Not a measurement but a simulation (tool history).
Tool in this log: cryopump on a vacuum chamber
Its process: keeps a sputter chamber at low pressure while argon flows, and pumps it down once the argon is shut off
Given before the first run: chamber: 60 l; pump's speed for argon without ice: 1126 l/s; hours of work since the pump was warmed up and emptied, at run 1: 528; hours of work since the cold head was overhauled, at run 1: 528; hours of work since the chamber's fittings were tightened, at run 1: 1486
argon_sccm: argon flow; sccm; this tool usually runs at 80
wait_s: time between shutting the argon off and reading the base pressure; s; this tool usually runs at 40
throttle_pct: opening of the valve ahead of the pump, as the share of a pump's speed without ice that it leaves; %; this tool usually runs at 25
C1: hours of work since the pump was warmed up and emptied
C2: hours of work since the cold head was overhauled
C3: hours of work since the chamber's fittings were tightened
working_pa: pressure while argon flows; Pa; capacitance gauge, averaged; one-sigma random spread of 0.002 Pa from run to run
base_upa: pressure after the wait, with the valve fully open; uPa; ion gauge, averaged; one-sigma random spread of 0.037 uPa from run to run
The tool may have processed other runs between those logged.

run 1 hour=0 | argon_sccm=80 wait_s=40 throttle_pct=25 | C1=528 C2=528 C3=1486 | working_pa=0.5144 base_upa=3.83
run 2 hour=28.6 | argon_sccm=89 wait_s=40 throttle_pct=25 | C1=551 C2=551 C3=1508 | working_pa=0.5693 base_upa=3.85
run 3 hour=68.7 | argon_sccm=80 wait_s=94 throttle_pct=25 | C1=582 C2=582 C3=1539 | working_pa=0.5138 base_upa=2.83
run 4 hour=110.7 | argon_sccm=80 wait_s=94 throttle_pct=25 | C1=615 C2=615 C3=1572 | working_pa=0.52 base_upa=2.92
run 5 hour=137 | argon_sccm=80 wait_s=40 throttle_pct=29 | C1=635 C2=635 C3=1593 | working_pa=0.4555 base_upa=4.11
run 6 hour=179 | argon_sccm=80 wait_s=40 throttle_pct=29 | C1=668 C2=668 C3=1626 | working_pa=0.4547 base_upa=4.21
run 7 hour=221.7 | argon_sccm=80 wait_s=97 throttle_pct=25 | C1=702 C2=702 C3=1659 | working_pa=0.5278 base_upa=3.17
run 8 hour=262 | argon_sccm=80 wait_s=97 throttle_pct=25 | C1=733 C2=733 C3=1691 | working_pa=0.5292 base_upa=3.19
run 9 hour=322.3 | argon_sccm=80 wait_s=40 throttle_pct=25 | C1=781 C2=781 C3=1738 | working_pa=0.5342 base_upa=4.28
-- hour=330.6 pump warmed up, emptied and cooled again
run 10 hour=360.7 | argon_sccm=80 wait_s=40 throttle_pct=25 | C1=24 C2=807 C3=1764 | working_pa=0.4846 base_upa=3.66
run 11 hour=410.4 | argon_sccm=80 wait_s=40 throttle_pct=25 | C1=62 C2=846 C3=1803 | working_pa=0.483 base_upa=3.88
run 12 hour=448.5 | argon_sccm=80 wait_s=101 throttle_pct=25 | C1=92 C2=875 C3=1833 | working_pa=0.4869 base_upa=2.81
run 13 hour=478.6 | argon_sccm=80 wait_s=101 throttle_pct=25 | C1=116 C2=899 C3=1857 | working_pa=0.4824 base_upa=2.78
run 14 hour=534.3 | argon_sccm=68 wait_s=101 throttle_pct=22 | C1=160 C2=943 C3=1900 | working_pa=0.4699 base_upa=2.95
run 15 hour=578.6 | argon_sccm=104 wait_s=152 throttle_pct=25 | C1=194 C2=977 C3=1935 | working_pa=0.6477 base_upa=2.72
run 16 hour=637.2 | argon_sccm=51 wait_s=40 throttle_pct=21 | C1=240 C2=1023 C3=1981 | working_pa=0.3744 base_upa=4.02
run 17 hour=669.6 | argon_sccm=97 wait_s=40 throttle_pct=24 | C1=265 C2=1049 C3=2006 | working_pa=0.6243 base_upa=4.23
run 18 hour=696.5 | argon_sccm=35 wait_s=24 throttle_pct=16 | C1=286 C2=1070 C3=2027 | working_pa=0.3367 base_upa=5.61
run 19 hour=721.1 | argon_sccm=44 wait_s=53 throttle_pct=45 | C1=306 C2=1089 C3=2046 | working_pa=0.1584 base_upa=3.87
run 20 hour=765.3 | argon_sccm=37 wait_s=40 throttle_pct=50 | C1=340 C2=1124 C3=2081 | working_pa=0.1209 base_upa=4.31
run 21 hour=794.5 | argon_sccm=128 wait_s=31 throttle_pct=19 | C1=363 C2=1146 C3=2104 | working_pa=1.0516 base_upa=4.93
run 22 hour=820.6 | argon_sccm=128 wait_s=31 throttle_pct=19 | C1=384 C2=1167 C3=2124 | working_pa=1.0643 base_upa=5.07
run 23 hour=875.9 | argon_sccm=128 wait_s=31 throttle_pct=19 | C1=427 C2=1210 C3=2168 | working_pa=1.0649 base_upa=5.1
run 24 hour=919.7 | argon_sccm=128 wait_s=31 throttle_pct=19 | C1=461 C2=1244 C3=2202 | working_pa=1.0585 base_upa=5.23

Run by run, hidden condition taken away, random variation retained:
Hidden state at play: pump's speed, % of a pump's without ice; cold plate's temperature, K; leak into the chamber, uPa l/s; drift of the gauge itself on working_pa, %; drift of the gauge itself on base_upa, %.
run=1 working_pa=0.4822 base_upa=2.06
run=2 working_pa=0.532 base_upa=2.06
run=3 working_pa=0.478 base_upa=0.98
run=4 working_pa=0.4812 base_upa=1.02
run=5 working_pa=0.4149 base_upa=2.09
run=6 working_pa=0.4116 base_upa=2.09
run=7 working_pa=0.4813 base_upa=0.99
run=8 working_pa=0.4798 base_upa=0.97
run=9 working_pa=0.4799 base_upa=1.94
run=10 working_pa=0.4811 base_upa=2.03
run=11 working_pa=0.4774 base_upa=2.13
run=12 working_pa=0.4797 base_upa=0.99
run=13 working_pa=0.4739 base_upa=0.96
run=14 working_pa=0.4603 base_upa=1.01
run=15 working_pa=0.6305 base_upa=0.74
run=16 working_pa=0.3642 base_upa=2
run=17 working_pa=0.6031 base_upa=2.08
run=18 working_pa=0.3285 base_upa=3.38
run=19 working_pa=0.1472 base_upa=1.62
run=20 working_pa=0.1105 base_upa=2.04
run=21 working_pa=1.0125 base_upa=2.56
run=22 working_pa=1.0224 base_upa=2.62
run=23 working_pa=1.0181 base_upa=2.58
run=24 working_pa=1.0078 base_upa=2.6

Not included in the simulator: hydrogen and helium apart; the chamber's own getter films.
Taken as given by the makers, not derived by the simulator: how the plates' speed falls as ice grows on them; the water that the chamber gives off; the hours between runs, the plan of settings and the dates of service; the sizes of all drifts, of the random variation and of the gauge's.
